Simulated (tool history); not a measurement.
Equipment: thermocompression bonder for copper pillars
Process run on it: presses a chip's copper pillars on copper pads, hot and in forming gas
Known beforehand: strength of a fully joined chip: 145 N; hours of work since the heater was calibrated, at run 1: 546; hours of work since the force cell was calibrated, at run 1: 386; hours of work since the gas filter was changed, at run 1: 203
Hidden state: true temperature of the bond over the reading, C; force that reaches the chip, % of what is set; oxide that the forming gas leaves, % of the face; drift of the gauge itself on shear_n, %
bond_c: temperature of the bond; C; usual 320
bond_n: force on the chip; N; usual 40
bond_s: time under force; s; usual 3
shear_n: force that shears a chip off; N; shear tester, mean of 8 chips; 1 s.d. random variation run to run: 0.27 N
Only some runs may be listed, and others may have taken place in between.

run   hour  bond_c  bond_n  bond_s  hours of work since the heater was calibrated  hours of work since the force cell was calibrated  hours of work since the gas filter was changed  shear_n
  1      0     320      40       3                                            546                                                386                                             203     53.4
  2     12     320      40       3                                            555                                                395                                             212     53.1
  3   25.3     320      40       2                                            565                                                405                                             222     45.3
  4   33.8     320      28       2                                            572                                                412                                             229     34.4
  5   49.4     320      28       2                                            584                                                424                                             241     34.1
  6   63.7     320      28       2                                            595                                                435                                             252     34.5
  7   76.1     320      28       2                                            604                                                444                                             261     34.4
  8   89.9     320      28       2                                            615                                                455                                             272     34.4
  9  101.4     320      27       7                                            623                                                463                                             281     55.5
 10  109.9     320      27       7                                            630                                                470                                             287     55.5
 11  121.7     320      27       7                                            639                                                479                                             296       56
 12  136.2     332      33       3                                            650                                                490                                             307     51.8
 13  145.9     332      33       3                                            657                                                497                                             315     51.3
 14  152.3     308      29       8                                            662                                                502                                             319     57.1
 15  164.1     308      29       8                                            671                                                511                                             328     57.2

The same runs without the tool's hidden state, with the same run-to-run variation:
run  shear_n
  1     53.5
  2     53.1
  3     45.2
  4     34.4
  5       34
  6     34.3
  7     34.3
  8     34.2
  9       55
 10     55.1
 11     55.4
 12     51.2
 13     50.8
 14     56.4
 15     56.4

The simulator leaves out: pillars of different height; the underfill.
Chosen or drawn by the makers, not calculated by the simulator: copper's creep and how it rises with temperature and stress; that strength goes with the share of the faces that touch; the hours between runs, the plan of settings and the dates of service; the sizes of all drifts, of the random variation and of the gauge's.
